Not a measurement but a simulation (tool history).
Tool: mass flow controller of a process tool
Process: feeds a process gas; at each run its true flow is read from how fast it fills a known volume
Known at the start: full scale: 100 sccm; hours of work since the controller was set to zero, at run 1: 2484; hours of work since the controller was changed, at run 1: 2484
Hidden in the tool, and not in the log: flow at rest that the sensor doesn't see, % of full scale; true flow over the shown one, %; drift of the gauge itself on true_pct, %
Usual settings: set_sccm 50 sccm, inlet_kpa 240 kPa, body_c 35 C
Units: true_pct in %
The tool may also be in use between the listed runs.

run,hour,set_sccm,inlet_kpa,body_c,hours of work since the controller was set to zero,hours of work since the controller was changed,true_pct
1,0.0,50,240,35,2484,2484,101.72
2,57.2,50,240,35,2514,2514,101.67
3,115.2,50,240,35,2545,2545,101.76
4,179.6,50,240,35,2579,2579,101.77
5,281.7,50,240,35,2632,2632,101.77
6,417.1,50,240,35,2703,2703,101.85
7,500.6,46,240,35,2747,2747,101.89
8,575.5,46,240,35,2786,2786,101.80
9,687.7,50,240,35,2845,2845,101.87
10,763.5,50,240,35,2885,2885,101.94
# hour 775.6: controller's zero set anew
11,871.9,50,240,35,51,2942,102.41
12,979.2,50,240,27,107,2998,101.93
13,1057.7,50,240,27,148,3039,101.69
14,1130.4,50,240,27,186,3078,101.79
15,1234.8,50,240,35,241,3132,102.59
16,1359.0,50,240,35,306,3198,102.56
17,1443.1,12,240,22,350,3242,106.19
18,1536.9,31,240,31,400,3291,102.95
# hour 1572.8: controller's zero set anew, once more
19,1625.6,50,240,23,28,3337,100.02
20,1684.7,50,240,23,59,3368,100.08
21,1744.4,50,240,23,90,3400,100.05
22,1831.9,75,269,35,136,3446,101.77
23,1904.1,75,269,35,174,3483,101.86

Forecast run 24:
24,1981.1,75,269,35,214,3524,?

{"run 24": {"true_pct": 101.82}}
Without the tool's hidden state the same run would have given true_pct 100.61 %.

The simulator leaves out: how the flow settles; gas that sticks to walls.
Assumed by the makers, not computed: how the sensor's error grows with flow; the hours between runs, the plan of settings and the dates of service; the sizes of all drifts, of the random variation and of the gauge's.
